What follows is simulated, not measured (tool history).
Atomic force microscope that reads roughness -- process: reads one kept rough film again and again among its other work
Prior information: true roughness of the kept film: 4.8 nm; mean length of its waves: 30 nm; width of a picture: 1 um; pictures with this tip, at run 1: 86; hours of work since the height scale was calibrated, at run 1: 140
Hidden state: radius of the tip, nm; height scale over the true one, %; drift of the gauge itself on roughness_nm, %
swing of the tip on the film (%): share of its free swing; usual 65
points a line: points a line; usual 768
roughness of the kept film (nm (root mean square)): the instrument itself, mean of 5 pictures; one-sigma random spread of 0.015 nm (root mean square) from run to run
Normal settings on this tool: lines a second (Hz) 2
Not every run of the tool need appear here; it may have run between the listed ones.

run	day	lines a second (Hz)	swing of the tip on the film (%)	points a line	pictures with this tip	hours of work since the height scale was calibrated	roughness of the kept film (nm (root mean square))
1	0	2	65	768	86	140	3.316
2	0.842	2	65	520	106	151	3.24
3	1.733	2	65	768	126	162	3.218
4	2.546	2	65	768	145	172	3.145
5	3.554	2	65	768	168	185	3.093
6	4.375	2	65	768	187	195	3.052
7	4.988	2	65	768	201	203	3.013
8	5.454	2	65	419	212	209	3.001
9	6.012	2	65	419	225	216	2.94
10	6.471	2	85	768	235	222	2.523
11	7.388	2	85	768	256	233	2.513
12	8.229	2	85	768	276	244	2.469
13	9.096	2	85	768	296	255	2.444
14	9.754	2	80	768	311	263	2.513
15	10.758	2	80	768	334	276	2.466
# day 11.417: new tip fitted
16	11.692	0.56	75	944	7	287	3.727
17	12.229	0.56	75	944	19	294	3.706
18	13.062	1.55	84	768	38	305	3.224
19	14	3.61	81	671	60	317	2.715
20	14.6	0.64	68	269	74	324	3.49
21	15.233	0.64	68	269	88	332	3.459
22	15.708	1.82	85	257	99	338	2.911
23	16.704	2	89	597	122	351	2.718
24	17.525	2	89	597	141	361	2.704
25	18.071	2	89	597	153	368	2.645
26	18.958	2	65	610	174	379	3.12

What if the next run were any one of these 5? Each begins from the tool's condition after run 26:
A	19.417	1.04	59	358	184	385	?
B	19.417	0.51	57	727	184	385	?
C	19.417	2.05	65	610	184	385	?
D	19.417	1.42	73	520	184	385	?
E	19.417	2	70	610	184	385	?

run	roughness of the kept film (nm (root mean square))
A	3.244
B	3.337
C	3.109
D	3.076
E	3.028
What these runs would have given with no unlogged condition in the tool:
run	roughness of the kept film (nm (root mean square))
A	3.815
B	3.925
C	3.657
D	3.618
E	3.561
